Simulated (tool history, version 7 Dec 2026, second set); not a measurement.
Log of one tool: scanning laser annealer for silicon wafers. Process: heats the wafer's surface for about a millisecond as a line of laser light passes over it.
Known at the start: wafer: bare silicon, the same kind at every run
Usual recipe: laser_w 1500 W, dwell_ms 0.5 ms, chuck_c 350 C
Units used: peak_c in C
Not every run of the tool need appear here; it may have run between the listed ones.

run     day  laser_w  dwell_ms  chuck_c  peak_c
  1       0     1500       0.5      350    1025
      0.692  -- optics aligned, line set to its width
  2   0.867     1500       0.5      350    1034
      1.008  -- window over the wafer cleaned
  3   1.375     1500       0.5      350    1070
  4   1.996     1500       0.5      320    1045
  5   2.546     1500       0.5      320    1039
  6   3.179     1500       0.5      320    1041
  7   3.738     1500     0.514      350    1078
  8   4.175     1500     0.514      350    1080
  9   4.583     1500     0.537      350    1093
 10   4.962     1500       0.5      350    1067
 11   5.429     1500     0.603      350    1134
 12   6.029     1500     0.603      337    1116
 13   6.454     1500       0.5      350    1069
 14   6.962     1500       0.5      350    1068
 15   7.433     1500       0.5      350    1062
 16   7.846     1500       0.5      350    1062
 17   8.425     1500     0.507      350    1068
 18    8.85     1500     0.507      350    1067
 19    9.25     1500     0.507      312    1027
 20   9.838     1500     0.507      312    1029
 21   10.25     1500     0.507      355    1072
 22  10.904     1500     0.507      358    1075
 23  11.433     1404     0.528      312     990
 24  11.896     1404     0.546      351    1037
 25  12.312     1404     0.546      351    1035
 26  12.604     1368     0.548      337    1004
 27  13.071     1368     0.613      334    1033
 28   13.45     1640     0.427      311    1042
     13.621  -- laser's power meter calibrated
 29  14.246     1640     0.427      311    1040
 30    14.7     1640     0.427      311    1039
     14.967  -- laser's power meter calibrated, once more
 31    15.5     1405     0.408      365     957
 32  15.783     1405     0.452      321     944
 33    16.3     1429     0.608      350    1076
 34  16.683     1429     0.608      350    1073
 35  16.975     1500     0.392      380    1009
 36  17.662     1557       0.5      350    1078
 37  17.979     1409     0.532      359    1030
 38  18.679     1409     0.532      359    1028
 39  19.375     1409     0.532      359    1031
 40  19.875     1323     0.376      329     859

A few steps of peak_c between consecutive runs. Split each: what settings, incoming material and random variation would produce without the hidden state, and what is left over for the hidden state, along with gauge scatter present in only one of the two compared results (measured, and without hidden state):
Unlogged tool condition in this case: light that passes the window, % of a clean one's; laser's true power over the reading, %; width of the line over the set one, %; drift of the gauge itself on peak_c, C.
Run 1 -> 2: optics aligned, line set to its width. peak_c +9 C: hidden state +7, all else +2.
Run 2 -> 3: window over the wafer cleaned. peak_c +36 C: hidden state +40, all else -4.
Run 22 -> 23: laser_w 1500 -> 1404, dwell_ms 0.507 -> 0.528, chuck_c 358 -> 312. peak_c -85 C: hidden state +1, all else -86.
Run 32 -> 33: laser_w 1405 -> 1429, dwell_ms 0.452 -> 0.608, chuck_c 321 -> 350. peak_c +132 C: hidden state -4, all else +136.
Run 35 -> 36: laser_w 1500 -> 1557, dwell_ms 0.392 -> 0.5, chuck_c 380 -> 350. peak_c +69 C: hidden state -5, all else +74.
Run 39 -> 40: laser_w 1409 -> 1323, dwell_ms 0.532 -> 0.376, chuck_c 359 -> 329. peak_c -172 C: hidden state +5, all else -177.
